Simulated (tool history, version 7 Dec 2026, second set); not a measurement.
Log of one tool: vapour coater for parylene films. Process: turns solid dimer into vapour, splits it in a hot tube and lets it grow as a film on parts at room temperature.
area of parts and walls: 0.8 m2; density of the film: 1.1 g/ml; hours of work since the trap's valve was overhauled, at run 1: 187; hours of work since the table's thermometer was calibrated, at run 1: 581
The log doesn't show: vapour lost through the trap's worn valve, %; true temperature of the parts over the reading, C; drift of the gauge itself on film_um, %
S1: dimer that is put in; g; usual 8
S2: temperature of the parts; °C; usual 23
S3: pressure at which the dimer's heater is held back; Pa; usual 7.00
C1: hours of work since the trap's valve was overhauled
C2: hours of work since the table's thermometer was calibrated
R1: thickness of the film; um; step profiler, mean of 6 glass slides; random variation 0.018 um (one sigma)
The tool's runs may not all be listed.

run	hour	S1	S2	S3	C1	C2	R1
1	0.0	8	23	7.00	187	581	4.16
2	47.7	8	23	2.12	225	619	5.15
3	80.7	8	23	2.12	251	646	5.08
4	146.1	12	23	7.00	303	698	6.21
5	207.7	5	23	7.00	352	746	2.59
6	257.8	5	23	7.00	392	786	2.58
7	294.2	5	23	6.35	421	815	2.64
8	344.2	8	23	7.00	460	855	4.16
9	408.0	8	23	3.53	511	905	4.71
# hour 444.9: trap's valve overhauled
10	457.2	8	23	3.53	10	941	4.69
11	503.5	8	23	7.00	47	978	4.17
12	567.6	8	23	7.00	98	1029	4.18
13	602.9	8	23	8.00	126	1057	4.09
14	655.2	8	23	8.00	167	1099	4.05
15	692.0	4	23	8.00	196	1128	2.03
16	757.5	4	23	8.00	248	1180	2.02
17	796.8	8	17	2.53	280	1211	6.41
18	848.5	8	17	2.53	321	1252	6.37
19	905.9	8	17	2.53	366	1298	6.39
20	943.2	8	17	2.53	396	1327	6.38
21	986.5	8	17	2.53	430	1362	6.36
22	1040.6	3	16	7.00	473	1405	2.10

The next listed run, before its measurement:
23	1070.5	10	23	7.00	497	1428	?

R1: 5.20 um
Without the tool's hidden state the same run would have given R1 5.21 um.
